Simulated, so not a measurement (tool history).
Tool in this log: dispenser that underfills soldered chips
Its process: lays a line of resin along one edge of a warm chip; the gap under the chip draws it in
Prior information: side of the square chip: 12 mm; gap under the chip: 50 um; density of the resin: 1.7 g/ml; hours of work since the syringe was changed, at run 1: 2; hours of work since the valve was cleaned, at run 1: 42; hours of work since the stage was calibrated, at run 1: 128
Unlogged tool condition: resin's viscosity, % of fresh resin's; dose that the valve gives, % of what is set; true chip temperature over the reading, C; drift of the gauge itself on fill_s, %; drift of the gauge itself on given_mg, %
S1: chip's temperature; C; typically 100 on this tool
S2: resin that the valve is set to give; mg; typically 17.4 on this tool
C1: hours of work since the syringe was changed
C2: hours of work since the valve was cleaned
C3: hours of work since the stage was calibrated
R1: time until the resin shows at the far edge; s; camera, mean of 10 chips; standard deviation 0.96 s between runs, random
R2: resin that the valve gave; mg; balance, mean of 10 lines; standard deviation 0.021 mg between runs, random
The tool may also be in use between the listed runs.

run   hour   S1    S2  C1  C2   C3     R1     R2
  1    0.0  100  17.4   2  42  128  106.1  17.11
       5.8  -- new syringe of resin
       6.8  -- dispensing valve cleaned and set on the balance
  2    7.0  100  20.5   0   0  133   92.1  20.56
      14.5  -- new syringe of resin
  3   14.5  100  20.5   0   6  138   92.5  20.49
      22.9  -- new syringe of resin
  4   25.0  112  20.5   2  14  146   67.0  20.38
      30.6  -- new syringe of resin
  5   33.4  112  20.5   2  20  153   70.6  20.40
      38.9  -- new syringe of resin
  6   44.9  112  20.5   5  29  161   82.4  20.33
      47.3  -- new syringe of resin
      55.0  -- new syringe of resin
  7   57.5  102  17.4   2  38  171   99.1  17.16
      62.8  -- new syringe of resin
  8   64.3  100  20.0   1  43  176  100.9  19.65
      70.3  -- dispensing valve cleaned and set on the balance
      71.4  -- new syringe of resin
  9   78.3   98  17.4   5   6  185  156.4  17.40
      79.7  -- new syringe of resin
 10   84.6   98  17.4   4  11  190  137.7  17.38
      87.9  -- new syringe of resin
      96.1  -- new syringe of resin
 11   98.1   98  17.4   2  21  200  110.1  17.31
     104.3  -- new syringe of resin
 12  106.0  108  17.4   1  27  206   78.1  17.31
     112.3  -- new syringe of resin
 13  115.1  108  17.4   2  33  213   84.8  17.25
     120.0  -- new syringe of resin
 14  121.7   93  17.4   1  38  218  136.6  17.20
     128.3  -- new syringe of resin
 15  130.5  100  14.8   2  45  224  114.2  14.59
     134.7  -- dispensing valve cleaned and set on the balance
     136.9  -- new syringe of resin
 16  141.5  100  14.8   4   5  232  130.1  14.77
     145.2  -- new syringe of resin
 17  148.0  100  14.8   2  10  237  121.2  14.70
     153.4  -- new syringe of resin
 18  157.7   86  16.9   3  17  244  214.6  16.70
     162.0  -- new syringe of resin
 19  166.3   86  16.9   3  24  250  212.5  16.72
     169.8  -- new syringe of resin
 20  176.0   86  16.9   5  31  258  243.6  16.67
     178.5  -- new syringe of resin
 21  184.5   86  16.9   5  37  264  248.5  16.64
     186.4  -- new syringe of resin
     194.8  -- new syringe of resin
     198.7  -- dispensing valve cleaned and set on the balance
 22  199.9   93  16.8   3   1  275  165.4  16.72
     203.7  -- new syringe of resin
 23  209.6   93  16.8   5   8  282  180.9  16.66
     211.8  -- new syringe of resin
 24  218.2   93  16.8   5  15  289  190.5  16.63
     220.1  -- new syringe of resin
 25  225.0  105  20.3   4  20  294  104.2  20.05
     227.6  -- new syringe of resin
 26  234.0  105  20.3   5  26  300  114.0  19.99
     235.2  -- new syringe of resin
     243.6  -- new syringe of resin
 27  248.4  103  21.4   4  37  311  110.7  21.02
     251.6  -- new syringe of resin
     259.4  -- new syringe of resin
 28  259.5  109  19.4   0  45  319   68.9  18.98
     262.8  -- dispensing valve cleaned and set on the balance
     268.0  -- new syringe of resin
 29  271.8  107  22.5   3   7  328   92.6  22.38
     275.8  -- new syringe of resin
 30  282.2  107  16.4   5  15  335  112.7  16.27
     284.3  -- new syringe of resin
 31  289.5  107  16.4   4  20  341  104.7  16.23
     292.4  -- new syringe of resin
     300.4  -- new syringe of resin
 32  302.0  108  15.5   1  29  350   84.3  15.28
     308.5  -- new syringe of resin
 33  311.9   98  15.6   3  37  358  136.1  15.32

Forecast each of these 4 alternatives for the next run:
     316.4  -- new syringe of resin
     324.6  -- new syringe of resin
  A  324.6   98  15.4   0  46  367   ?   ?
     316.4  -- new syringe of resin
     324.6  -- new syringe of resin
  B  324.6   87  19.1   0  46  367   ?   ?
     316.4  -- new syringe of resin
     324.6  -- new syringe of resin
  C  324.6  111  18.6   0  46  367   ?   ?
     316.4  -- new syringe of resin
     324.6  -- new syringe of resin
  D  324.6   93  16.3   0  46  367   ?   ?

run     R1     R2
  A  110.4  15.08
  B  166.8  18.70
  C   65.5  18.20
  D  132.9  15.97
Without the tool's hidden state the same runs would have given:
run     R1     R2
  A  100.9  15.39
  B  152.2  19.09
  C   60.4  18.59
  D  121.3  16.31

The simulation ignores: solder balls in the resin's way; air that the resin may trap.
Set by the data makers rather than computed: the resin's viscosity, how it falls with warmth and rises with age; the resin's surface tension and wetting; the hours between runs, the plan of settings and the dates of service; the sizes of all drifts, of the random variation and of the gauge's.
